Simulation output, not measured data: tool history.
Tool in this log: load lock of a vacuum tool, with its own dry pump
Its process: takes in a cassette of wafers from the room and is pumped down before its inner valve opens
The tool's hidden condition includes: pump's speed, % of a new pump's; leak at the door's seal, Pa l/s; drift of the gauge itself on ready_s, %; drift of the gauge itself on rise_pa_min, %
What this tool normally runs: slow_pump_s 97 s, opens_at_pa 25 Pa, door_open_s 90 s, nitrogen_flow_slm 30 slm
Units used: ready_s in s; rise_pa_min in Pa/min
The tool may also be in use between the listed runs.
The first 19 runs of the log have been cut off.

run	day	slow_pump_s	opens_at_pa	door_open_s	nitrogen_flow_slm	hours that the pump has run since its overhaul	times that the door has closed on its seal	incoming humidity of the room's air, %	ready_s	rise_pa_min
20	70.475	97	25	100	30	5328	13391	43.6	133.8	0.035
21	73.425	97	25	100	30	5399	13555	50.0	134.0	0.037
22	78.317	146	37	96	40	5516	13826	47.0	178.0	0.035
23	80.675	146	37	96	40	5573	13957	44.4	176.5	0.032
24	84.488	146	37	96	40	5664	14168	47.8	173.9	0.034
25	87.875	146	37	96	40	5746	14356	45.5	176.9	0.034
26	89.979	146	20	96	42	5796	14472	40.5	179.7	0.032
27	94.362	102	20	96	42	5901	14715	39.4	138.2	0.022
28	97.967	119	25	164	10	5988	14915	47.6	153.4	0.067
29	100.983	97	25	47	30	6060	15082	47.1	134.6	0.030
30	104.262	96	38	90	30	6139	15264	48.6	131.1	0.038
31	107.392	96	38	90	30	6214	15437	50.6	130.3	0.040
32	110.658	105	48	183	30	6292	15619	43.0	137.8	0.048
33	112.788	97	25	181	30	6344	15737	44.9	134.9	0.041
34	115.829	97	40	90	30	6416	15905	45.0	130.9	0.035
35	120.421	97	25	52	30	6527	16160	42.1	134.8	0.024
36	124.242	97	25	52	30	6618	16371	45.6	135.7	0.028

Alternative continuations, all from the tool just after run 36; predict every row:
A	126.525	97	25	118	30	6673	16498	40.5	?	?
B	126.525	134	21	79	30	6673	16498	47.3	?	?
C	126.525	97	25	90	18	6673	16498	46.3	?	?

run	ready_s	rise_pa_min
A	134.8	0.036
B	168.8	0.037
C	134.2	0.040
The same runs, with their run-to-run variation unchanged, on a tool lacking any hidden condition would have given:
run	ready_s	rise_pa_min
A	134.8	0.036
B	168.8	0.037
C	134.2	0.040
